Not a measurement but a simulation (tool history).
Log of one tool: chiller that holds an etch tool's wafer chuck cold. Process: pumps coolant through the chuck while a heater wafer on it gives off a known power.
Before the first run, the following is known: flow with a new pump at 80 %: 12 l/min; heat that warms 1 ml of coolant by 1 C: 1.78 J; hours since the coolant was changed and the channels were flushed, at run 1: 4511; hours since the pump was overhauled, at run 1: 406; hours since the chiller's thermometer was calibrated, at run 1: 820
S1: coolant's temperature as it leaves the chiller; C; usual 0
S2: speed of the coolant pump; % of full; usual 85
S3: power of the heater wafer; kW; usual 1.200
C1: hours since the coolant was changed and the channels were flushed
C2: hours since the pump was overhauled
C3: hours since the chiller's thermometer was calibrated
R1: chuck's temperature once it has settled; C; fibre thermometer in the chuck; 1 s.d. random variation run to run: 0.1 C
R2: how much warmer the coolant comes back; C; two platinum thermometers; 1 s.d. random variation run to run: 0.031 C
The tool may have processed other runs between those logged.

run 1 hour=0.0 | S1=0 S2=85 S3=1.200 | C1=4511 C2=406 C3=820 | R1=9.3 R2=3.19
run 2 hour=137.6 | S1=0 S2=85 S3=1.200 | C1=4649 C2=544 C3=958 | R1=9.4 R2=3.24
run 3 hour=273.4 | S1=0 S2=85 S3=1.200 | C1=4785 C2=679 C3=1094 | R1=9.3 R2=3.22
run 4 hour=418.4 | S1=0 S2=85 S3=1.200 | C1=4930 C2=824 C3=1238 | R1=9.2 R2=3.26
run 5 hour=539.3 | S1=0 S2=85 S3=1.200 | C1=5051 C2=945 C3=1359 | R1=9.5 R2=3.23
run 6 hour=620.3 | S1=0 S2=85 S3=1.200 | C1=5131 C2=1026 C3=1440 | R1=9.4 R2=3.21
run 7 hour=693.5 | S1=0 S2=85 S3=1.200 | C1=5205 C2=1099 C3=1514 | R1=9.5 R2=3.24
run 8 hour=778.5 | S1=1 S2=70 S3=0.670 | C1=5290 C2=1185 C3=1599 | R1=6.9 R2=2.20
run 9 hour=867.7 | S1=1 S2=70 S3=0.670 | C1=5379 C2=1274 C3=1688 | R1=7.1 R2=2.10
run 10 hour=1017.7 | S1=1 S2=70 S3=0.670 | C1=5529 C2=1424 C3=1838 | R1=7.0 R2=2.20
run 11 hour=1092.0 | S1=8 S2=89 S3=0.761 | C1=5603 C2=1498 C3=1912 | R1=13.6 R2=2.01
run 12 hour=1179.0 | S1=8 S2=89 S3=0.761 | C1=5690 C2=1585 C3=1999 | R1=13.7 R2=1.98
run 13 hour=1328.2 | S1=0 S2=85 S3=1.307 | C1=5839 C2=1734 C3=2148 | R1=10.4 R2=3.57

For run 14, what comes out?
run 14 hour=1399.1 | S1=0 S2=85 S3=1.307 | C1=5910 C2=1805 C3=2219 | R1=? R2=?

Run 14 came out at R1 10.4 C, R2 3.58 C.
Were there no unlogged condition in the tool, this run, its random variation unchanged, would have produced R1 9.4 C, R2 3.44 C.

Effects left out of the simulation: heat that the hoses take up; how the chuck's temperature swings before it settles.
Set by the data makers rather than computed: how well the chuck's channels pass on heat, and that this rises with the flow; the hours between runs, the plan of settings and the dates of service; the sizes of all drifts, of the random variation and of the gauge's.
